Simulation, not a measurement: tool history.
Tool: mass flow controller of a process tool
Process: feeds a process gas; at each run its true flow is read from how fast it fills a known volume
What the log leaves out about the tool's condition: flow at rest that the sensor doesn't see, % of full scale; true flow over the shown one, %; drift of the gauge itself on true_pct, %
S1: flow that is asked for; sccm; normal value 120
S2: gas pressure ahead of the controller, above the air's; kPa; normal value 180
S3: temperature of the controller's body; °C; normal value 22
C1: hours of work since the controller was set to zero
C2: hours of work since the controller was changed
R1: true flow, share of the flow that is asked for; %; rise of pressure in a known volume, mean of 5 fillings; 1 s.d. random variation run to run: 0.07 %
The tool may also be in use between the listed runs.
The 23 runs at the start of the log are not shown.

{"run": 24, "day": 322.246, "S1": 166, "S2": 180, "S3": 22, "C1": 1445, "C2": 10277, "R1": 102.22}
{"day": 333.808, "done": "gauge calibrated"}
{"run": 25, "day": 342.988, "S1": 37, "S2": 144, "S3": 34, "C1": 1692, "C2": 10524, "R1": 97.72}
{"day": 351.529, "done": "controller exchanged for a calibrated one"}
{"run": 26, "day": 353.379, "S1": 37, "S2": 144, "S3": 34, "C1": 22, "C2": 22, "R1": 97.73}
{"run": 27, "day": 363.446, "S1": 37, "S2": 144, "S3": 34, "C1": 142, "C2": 142, "R1": 97.84}
{"run": 28, "day": 374.512, "S1": 192, "S2": 258, "S3": 27, "C1": 275, "C2": 275, "R1": 99.83}
{"run": 29, "day": 383.1, "S1": 129, "S2": 253, "S3": 24, "C1": 377, "C2": 377, "R1": 99.08}
{"run": 30, "day": 401.321, "S1": 64, "S2": 264, "S3": 22, "C1": 595, "C2": 595, "R1": 98.19}
{"run": 31, "day": 413.133, "S1": 29, "S2": 180, "S3": 39, "C1": 736, "C2": 736, "R1": 97.59}
{"run": 32, "day": 424.317, "S1": 141, "S2": 203, "S3": 36, "C1": 870, "C2": 870, "R1": 99.33}
{"run": 33, "day": 440.917, "S1": 35, "S2": 203, "S3": 39, "C1": 1068, "C2": 1068, "R1": 97.9}
{"run": 34, "day": 456.208, "S1": 26, "S2": 242, "S3": 35, "C1": 1251, "C2": 1251, "R1": 97.7}
{"run": 35, "day": 466.817, "S1": 26, "S2": 242, "S3": 35, "C1": 1377, "C2": 1377, "R1": 97.72}
{"run": 36, "day": 479.679, "S1": 65, "S2": 242, "S3": 35, "C1": 1531, "C2": 1531, "R1": 98.55}
{"run": 37, "day": 498.608, "S1": 65, "S2": 242, "S3": 35, "C1": 1757, "C2": 1757, "R1": 98.55}
{"run": 38, "day": 509.621, "S1": 120, "S2": 154, "S3": 22, "C1": 1889, "C2": 1889, "R1": 100.59}
{"run": 39, "day": 523.554, "S1": 120, "S2": 154, "S3": 22, "C1": 2055, "C2": 2055, "R1": 100.5}
{"run": 40, "day": 539.817, "S1": 64, "S2": 185, "S3": 30, "C1": 2250, "C2": 2250, "R1": 99.41}
{"run": 41, "day": 554.712, "S1": 64, "S2": 185, "S3": 30, "C1": 2428, "C2": 2428, "R1": 99.54}
{"run": 42, "day": 567.046, "S1": 64, "S2": 185, "S3": 30, "C1": 2575, "C2": 2575, "R1": 99.77}
{"day": 576.929, "done": "gauge calibrated"}
{"run": 43, "day": 587.758, "S1": 34, "S2": 244, "S3": 24, "C1": 2822, "C2": 2822, "R1": 97.41}
{"run": 44, "day": 608.692, "S1": 42, "S2": 180, "S3": 32, "C1": 3072, "C2": 3072, "R1": 97.74}
{"run": 45, "day": 628.546, "S1": 42, "S2": 180, "S3": 32, "C1": 3310, "C2": 3310, "R1": 97.87}
{"run": 46, "day": 640.396, "S1": 42, "S2": 180, "S3": 32, "C1": 3451, "C2": 3451, "R1": 97.98}
{"run": 47, "day": 651.608, "S1": 136, "S2": 168, "S3": 22, "C1": 3585, "C2": 3585, "R1": 99.88}
{"run": 48, "day": 666.004, "S1": 120, "S2": 270, "S3": 31, "C1": 3757, "C2": 3757, "R1": 98.83}

Forecast each of these 4 alternatives for the next run:
{"run": "A", "day": 681.9, "S1": 53, "S2": 162, "S3": 34, "C1": 3947, "C2": 3947, "R1": "?"}
{"run": "B", "day": 681.9, "S1": 58, "S2": 142, "S3": 22, "C1": 3947, "C2": 3947, "R1": "?"}
{"run": "C", "day": 681.9, "S1": 131, "S2": 264, "S3": 24, "C1": 3947, "C2": 3947, "R1": "?"}
{"run": "D", "day": 681.9, "S1": 120, "S2": 166, "S3": 26, "C1": 3947, "C2": 3947, "R1": "?"}

run=A R1=98.52
run=B R1=99.08
run=C R1=99.50
run=D R1=99.80
With the hidden condition removed and each run's random variation left untouched, the same runs would have given:
run=A R1=97.73
run=B R1=98.29
run=C R1=98.69
run=D R1=98.99
